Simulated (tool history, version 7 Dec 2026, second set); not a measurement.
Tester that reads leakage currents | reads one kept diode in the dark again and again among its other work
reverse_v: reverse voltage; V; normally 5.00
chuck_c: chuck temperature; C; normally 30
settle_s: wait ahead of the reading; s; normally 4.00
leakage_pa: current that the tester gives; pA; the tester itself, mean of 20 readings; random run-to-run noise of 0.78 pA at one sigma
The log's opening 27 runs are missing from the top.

| run | day | reverse_v | chuck_c | settle_s | hours of work since the probe card was cleaned | hours of work since the tester was calibrated | hours of work since the chuck was calibrated | leakage_pa |
|---|---|---|---|---|---|---|---|---|
| 28 | 26.925 | 1.76 | 30 | 2.86 | 691 | 1030 | 498 | 162.37 |
| 29 | 27.633 | 6.51 | 39 | 2.86 | 701 | 1041 | 508 | 667.86 |
| 30 | 28.525 | 6.51 | 39 | 2.86 | 714 | 1054 | 521 | 668.16 |
| 31 | 29.112 | 6.51 | 39 | 2.86 | 723 | 1063 | 530 | 663.88 |
| 32 | 30.242 | 6.51 | 23 | 0.49 | 739 | 1079 | 546 | 150.53 |
| 33 | 31.246 | 8.36 | 23 | 1.91 | 754 | 1094 | 561 | 166.96 |
| 34 | 32.271 | 8.36 | 23 | 1.91 | 769 | 1109 | 576 | 167.62 |
| 35 | 33.283 | 10.34 | 24 | 2.24 | 784 | 1124 | 591 | 203.85 |
| 36 | 34.317 | 6.53 | 52 | 7.73 | 799 | 1139 | 606 | 2014.34 |
| 37 | 35.142 | 6.53 | 52 | 7.73 | 811 | 1151 | 618 | 2015.19 |

Estimate the outcome of run 38 from the log above:
| 38 | 35.742 | 6.53 | 52 | 7.73 | 820 | 1160 | 627 | ? |

Run 38 came out at leakage_pa 2015.18 pA.
With no hidden state in the tool, this same run would have given leakage_pa 2013.65 pA.
